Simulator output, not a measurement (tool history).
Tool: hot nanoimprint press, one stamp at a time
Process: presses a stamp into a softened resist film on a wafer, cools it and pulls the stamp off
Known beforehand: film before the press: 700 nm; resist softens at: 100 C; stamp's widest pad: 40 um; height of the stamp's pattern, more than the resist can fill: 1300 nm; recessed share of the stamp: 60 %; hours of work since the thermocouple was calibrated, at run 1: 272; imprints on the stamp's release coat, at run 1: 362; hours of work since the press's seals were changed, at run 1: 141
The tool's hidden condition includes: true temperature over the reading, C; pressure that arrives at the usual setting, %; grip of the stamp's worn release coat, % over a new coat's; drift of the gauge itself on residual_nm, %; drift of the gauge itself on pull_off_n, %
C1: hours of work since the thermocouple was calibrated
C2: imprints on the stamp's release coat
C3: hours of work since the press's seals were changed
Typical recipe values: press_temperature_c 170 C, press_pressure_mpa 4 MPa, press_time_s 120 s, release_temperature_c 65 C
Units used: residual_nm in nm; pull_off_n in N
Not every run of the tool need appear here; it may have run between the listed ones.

Run 1, hour 0: usual settings; C1 272; C2 362; C3 141. Result: residual_nm 272.9 nm, pull_off_n 243 N.
Run 2, hour 7.7: usual settings but press_temperature_c 165 C; C1 277; C2 394; C3 145. Result: residual_nm 335.9 nm, pull_off_n 245 N.
Run 3, hour 18.8: usual settings but press_temperature_c 165 C; C1 283; C2 441; C3 152. Result: residual_nm 335.9 nm, pull_off_n 244 N.
Run 4, hour 28.7: usual settings; C1 289; C2 483; C3 158. Result: residual_nm 276 nm, pull_off_n 250 N.
Run 5, hour 35.5: usual settings; C1 293; C2 511; C3 162. Result: residual_nm 273.4 nm, pull_off_n 248 N.
Run 6, hour 45.6: usual settings; C1 299; C2 554; C3 168. Result: residual_nm 271.6 nm, pull_off_n 251 N.
At hour 56.4: stamp cleaned and given a new release coat.
Run 7, hour 61.6: usual settings but press_pressure_mpa 3.59 MPa; C1 305; C2 22; C3 174. Result: residual_nm 292 nm, pull_off_n 232 N.
At hour 71.2: plate thermocouple calibrated.
Run 8, hour 74.2: usual settings; C1 2; C2 62; C3 180. Result: residual_nm 284.7 nm, pull_off_n 237 N.
Run 9, hour 85.7: usual settings; C1 9; C2 111; C3 187. Result: residual_nm 285.1 nm, pull_off_n 240 N.
Run 10, hour 93.1: usual settings; C1 13; C2 142; C3 191. Result: residual_nm 285 nm, pull_off_n 238 N.
Run 11, hour 101.8: usual settings but press_pressure_mpa 4.55 MPa; C1 18; C2 179; C3 196. Result: residual_nm 262.1 nm, pull_off_n 241 N.
Run 12, hour 108.3: usual settings; C1 22; C2 206; C3 200. Result: residual_nm 285.3 nm, pull_off_n 239 N.
Run 13, hour 116.9: usual settings; C1 27; C2 242; C3 205. Result: residual_nm 284.2 nm, pull_off_n 244 N.
Run 14, hour 122.9: usual settings; C1 31; C2 268; C3 209. Result: residual_nm 283.3 nm, pull_off_n 237 N.
Run 15, hour 134.1: usual settings but release_temperature_c 62 C; C1 38; C2 315; C3 216. Result: residual_nm 282.2 nm, pull_off_n 250 N.
Run 16, hour 139: usual settings but press_temperature_c 166 C, press_pressure_mpa 4.54 MPa, press_time_s 194 s, release_temperature_c 68 C; C1 41; C2 336; C3 219. Result: residual_nm 267.4 nm, pull_off_n 233 N.
Run 17, hour 150.7: usual settings but press_temperature_c 168 C, press_pressure_mpa 2.85 MPa, press_time_s 135 s, release_temperature_c 69 C; C1 48; C2 385; C3 226. Result: residual_nm 359.8 nm, pull_off_n 231 N.
Run 18, hour 157.8: usual settings but press_temperature_c 165 C, press_pressure_mpa 2.62 MPa, press_time_s 68 s; C1 52; C2 415; C3 230. Result: residual_nm 493.9 nm, pull_off_n 246 N.
Run 19, hour 166.8: usual settings but press_temperature_c 166 C, press_pressure_mpa 3.34 MPa; C1 57; C2 453; C3 235. Result: residual_nm 367.6 nm, pull_off_n 247 N.
Run 20, hour 178.1: usual settings but press_temperature_c 166 C, press_pressure_mpa 3.34 MPa; C1 64; C2 501; C3 242. Result: residual_nm 363.6 nm, pull_off_n 247 N.
Run 21, hour 185.8: usual settings but press_temperature_c 180 C, press_pressure_mpa 3.48 MPa, press_time_s 174 s, release_temperature_c 58 C; C1 69; C2 533; C3 247. Result: residual_nm 182.7 nm, pull_off_n 270 N.
Run 22, hour 191.1: usual settings but press_temperature_c 180 C, press_pressure_mpa 5.78 MPa, press_time_s 233 s, release_temperature_c 58 C; C1 72; C2 555; C3 250. Result: residual_nm 119.8 nm, pull_off_n 270 N.

Predict the results of run 23:
At hour 201.9: stamp cleaned and given a new release coat.
Run 23, hour 208.7: usual settings but press_pressure_mpa 4.13 MPa, press_time_s 128 s; C1 79; C2 29; C3 257. Result: residual_nm ?, pull_off_n ?.

Logged for run 23: residual_nm 269.5 nm, pull_off_n 239 N.
The same run, on a tool lacking any hidden state, would have yielded residual_nm 269.7 nm, pull_off_n 239 N.

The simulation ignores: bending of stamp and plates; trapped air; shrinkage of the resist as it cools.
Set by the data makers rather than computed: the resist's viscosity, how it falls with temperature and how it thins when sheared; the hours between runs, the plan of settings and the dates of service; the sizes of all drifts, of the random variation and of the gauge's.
